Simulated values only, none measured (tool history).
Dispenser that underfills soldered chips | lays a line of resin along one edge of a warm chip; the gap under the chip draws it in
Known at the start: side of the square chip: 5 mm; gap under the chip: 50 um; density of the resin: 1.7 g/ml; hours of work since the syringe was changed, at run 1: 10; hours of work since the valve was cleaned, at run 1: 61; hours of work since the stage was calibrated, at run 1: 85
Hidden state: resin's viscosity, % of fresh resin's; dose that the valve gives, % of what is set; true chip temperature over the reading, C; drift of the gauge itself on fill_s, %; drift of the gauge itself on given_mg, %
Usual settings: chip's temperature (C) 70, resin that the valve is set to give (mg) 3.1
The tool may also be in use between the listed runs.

| run | hour | chip's temperature (C) | resin that the valve is set to give (mg) | hours of work since the syringe was changed | hours of work since the valve was cleaned | hours of work since the stage was calibrated | time until the resin shows at the far edge (s) | resin that the valve gave (mg) |
|---|---|---|---|---|---|---|---|---|
| 1 | 0 | 70 | 3.1 | 10 | 61 | 85 | 42.8 | 2.993 |
|  | 1.7 | new syringe of resin |
| 2 | 2.8 | 70 | 3.1 | 1 | 63 | 87 | 22.3 | 2.983 |
| 3 | 7.1 | 70 | 3.1 | 4 | 67 | 91 | 28.7 | 2.986 |
| 4 | 12.5 | 70 | 3.1 | 9 | 71 | 95 | 40.3 | 2.973 |
|  | 15.6 | dispensing valve cleaned and set on the balance |
|  | 16.2 | new syringe of resin |
| 5 | 18.2 | 77 | 3.1 | 2 | 2 | 98 | 17.7 | 3.094 |
| 6 | 20.8 | 77 | 3.1 | 4 | 4 | 101 | 20.7 | 3.075 |
| 7 | 24.5 | 77 | 3.1 | 7 | 7 | 103 | 26 | 3.087 |
| 8 | 27.3 | 77 | 3.92 | 9 | 9 | 106 | 29.6 | 3.887 |
|  | 30 | new syringe of resin |
| 9 | 32.8 | 70 | 2.79 | 2 | 13 | 110 | 24.5 | 2.75 |
| 10 | 37.6 | 69 | 3.1 | 6 | 17 | 114 | 34.4 | 3.056 |
| 11 | 40.5 | 56 | 2.77 | 8 | 19 | 116 | 74.4 | 2.749 |
|  | 43.4 | new syringe of resin |
| 12 | 44.4 | 71 | 3.04 | 1 | 22 | 119 | 20.9 | 3.011 |
| 13 | 46.6 | 75 | 3.71 | 3 | 24 | 121 | 19.7 | 3.657 |
| 14 | 51.8 | 64 | 3.56 | 7 | 28 | 125 | 44.2 | 3.493 |
| 15 | 55.6 | 64 | 3.64 | 10 | 31 | 128 | 55.6 | 3.569 |

Forecast each of these 3 alternatives for the next run:
|  | 57 | new syringe of resin |
| A | 59.6 | 60 | 3.77 | 2 | 34 | 131 | ? | ? |
|  | 57 | new syringe of resin |
| B | 59.6 | 74 | 3.97 | 2 | 34 | 131 | ? | ? |
|  | 57 | new syringe of resin |
| C | 59.6 | 64 | 3.28 | 2 | 34 | 131 | ? | ? |

| run | time until the resin shows at the far edge (s) | resin that the valve gave (mg) |
|---|---|---|
| A | 35 | 3.707 |
| B | 19.4 | 3.892 |
| C | 29.7 | 3.224 |
Without the tool's hidden state the same runs would have given:
| run | time until the resin shows at the far edge (s) | resin that the valve gave (mg) |
|---|---|---|
| A | 30.6 | 3.779 |
| B | 16.9 | 3.969 |
| C | 25.9 | 3.288 |

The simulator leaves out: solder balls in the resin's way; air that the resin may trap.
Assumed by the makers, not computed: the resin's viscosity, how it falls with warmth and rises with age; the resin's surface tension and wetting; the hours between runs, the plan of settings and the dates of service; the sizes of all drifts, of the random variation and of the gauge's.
